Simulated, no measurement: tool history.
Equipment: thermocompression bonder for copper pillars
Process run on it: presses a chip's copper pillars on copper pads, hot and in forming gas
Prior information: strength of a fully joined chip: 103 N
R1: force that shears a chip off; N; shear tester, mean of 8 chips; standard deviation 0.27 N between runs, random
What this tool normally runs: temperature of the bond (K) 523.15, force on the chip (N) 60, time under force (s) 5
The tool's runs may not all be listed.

run 1 hour=0.0 | temperature_of_the_bond_(K)=523.15 force_on_the_chip_(N)=60 time_under_force_(s)=5 | R1=69.7
run 2 hour=18.1 | temperature_of_the_bond_(K)=523.15 force_on_the_chip_(N)=60 time_under_force_(s)=3 | R1=60.6
run 3 hour=47.0 | temperature_of_the_bond_(K)=523.15 force_on_the_chip_(N)=60 time_under_force_(s)=3 | R1=60.7
run 4 hour=69.5 | temperature_of_the_bond_(K)=504.15 force_on_the_chip_(N)=60 time_under_force_(s)=5 | R1=59.8
run 5 hour=93.7 | temperature_of_the_bond_(K)=504.15 force_on_the_chip_(N)=60 time_under_force_(s)=5 | R1=59.7
run 6 hour=117.9 | temperature_of_the_bond_(K)=523.15 force_on_the_chip_(N)=67 time_under_force_(s)=5 | R1=74.8
run 7 hour=141.2 | temperature_of_the_bond_(K)=523.15 force_on_the_chip_(N)=60 time_under_force_(s)=5 | R1=69.4
run 8 hour=156.9 | temperature_of_the_bond_(K)=523.15 force_on_the_chip_(N)=60 time_under_force_(s)=5 | R1=69.4
run 9 hour=172.9 | temperature_of_the_bond_(K)=523.15 force_on_the_chip_(N)=60 time_under_force_(s)=5 | R1=69.3
run 10 hour=195.4 | temperature_of_the_bond_(K)=523.15 force_on_the_chip_(N)=60 time_under_force_(s)=9 | R1=78.5
run 11 hour=219.6 | temperature_of_the_bond_(K)=523.15 force_on_the_chip_(N)=60 time_under_force_(s)=9 | R1=77.9
run 12 hour=238.4 | temperature_of_the_bond_(K)=523.15 force_on_the_chip_(N)=60 time_under_force_(s)=9 | R1=78.3
run 13 hour=261.3 | temperature_of_the_bond_(K)=523.15 force_on_the_chip_(N)=65 time_under_force_(s)=5 | R1=72.6
run 14 hour=289.6 | temperature_of_the_bond_(K)=523.15 force_on_the_chip_(N)=65 time_under_force_(s)=5 | R1=72.6
run 15 hour=318.7 | temperature_of_the_bond_(K)=523.15 force_on_the_chip_(N)=65 time_under_force_(s)=5 | R1=72.5
run 16 hour=340.1 | temperature_of_the_bond_(K)=523.15 force_on_the_chip_(N)=65 time_under_force_(s)=5 | R1=72.4
run 17 hour=355.6 | temperature_of_the_bond_(K)=523.15 force_on_the_chip_(N)=65 time_under_force_(s)=5 | R1=72.0
run 18 hour=387.7 | temperature_of_the_bond_(K)=523.15 force_on_the_chip_(N)=65 time_under_force_(s)=5 | R1=71.5
-- hour=403.1 heater calibrated with a thermocouple chip
run 19 hour=407.1 | temperature_of_the_bond_(K)=523.15 force_on_the_chip_(N)=60 time_under_force_(s)=5 | R1=66.0

What does the tool deliver on the next run?
run 20 hour=440.2 | temperature_of_the_bond_(K)=523.15 force_on_the_chip_(N)=47 time_under_force_(s)=5 | R1=?

{"run 20": {"R1": 53.7}}
Take away the tool's hidden state, keep the run-to-run variation as it was, and the same run would have given R1 56.9 N.
